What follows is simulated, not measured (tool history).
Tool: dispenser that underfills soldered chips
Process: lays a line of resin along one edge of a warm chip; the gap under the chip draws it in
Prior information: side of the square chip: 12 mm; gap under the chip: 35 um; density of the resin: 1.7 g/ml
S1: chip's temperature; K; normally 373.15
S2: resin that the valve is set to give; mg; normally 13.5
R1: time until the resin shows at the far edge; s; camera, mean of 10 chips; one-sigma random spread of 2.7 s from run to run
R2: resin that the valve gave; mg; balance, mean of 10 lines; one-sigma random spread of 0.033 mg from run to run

run   hour      S1    S2     R1     R2
  1      0  373.15  13.5  387.1  13.44
       4.9  -- new syringe of resin
  2   14.2  373.15  13.6  375.1  13.45
      19.8  -- new syringe of resin
  3   26.1  373.15  13.5  339.5  13.33
      34.9  -- new syringe of resin
  4   39.6  373.15  13.5  317.1  13.35
  5   46.5  385.15  13.5  246.7  13.27
      50.5  -- new syringe of resin
  6   55.1  384.15  13.5  207.6  13.26
  7     62  384.15  13.5  254.5  13.21
      65.5  -- new syringe of resin
  8   71.7  384.15  13.6  221.7  13.26
      80.9  -- new syringe of resin
  9   86.9  373.15  13.5  331.5  13.11
      95.8  -- dispensing valve cleaned and set on the balance
        97  -- new syringe of resin
 10    103  386.15  17.4  199.2  17.34
     111.6  -- new syringe of resin
 11  116.2  386.15  17.4  190.3  17.35
     126.9  -- new syringe of resin
 12  127.2  386.15  17.4  161.9  17.27
 13  137.5  377.15  12.9  335.1  12.78
     141.5  -- new syringe of resin
 14  152.6  379.15  12.9  316.2  12.73
     156.2  -- new syringe of resin
 15  159.5  360.15  13.5  541.1  13.29
     170.8  -- new syringe of resin
 16  170.8  373.15  12.4  278.2  12.17
 17  182.8  373.15  12.4  415.5  12.18

Each row is a separate what-if for the run after 17, all from the same tool condition, not one after another. Results?
     185.3  -- new syringe of resin
  A  191.1  371.15  13.5   ?   ?
     185.3  -- new syringe of resin
  B  191.1  373.15  13.4   ?   ?
     185.3  -- new syringe of resin
  C  191.1  376.15  17.1   ?   ?
     185.3  -- new syringe of resin
  D  191.1  364.15  15.6   ?   ?

run     R1     R2
  A    365  13.17
  B  338.9   13.1
  C  293.7  16.76
  D  489.9  15.27
What these runs would have given with no unlogged condition in the tool:
run     R1     R2
  A  289.8  13.47
  B  269.4  13.39
  C    234  17.13
  D  389.1  15.61

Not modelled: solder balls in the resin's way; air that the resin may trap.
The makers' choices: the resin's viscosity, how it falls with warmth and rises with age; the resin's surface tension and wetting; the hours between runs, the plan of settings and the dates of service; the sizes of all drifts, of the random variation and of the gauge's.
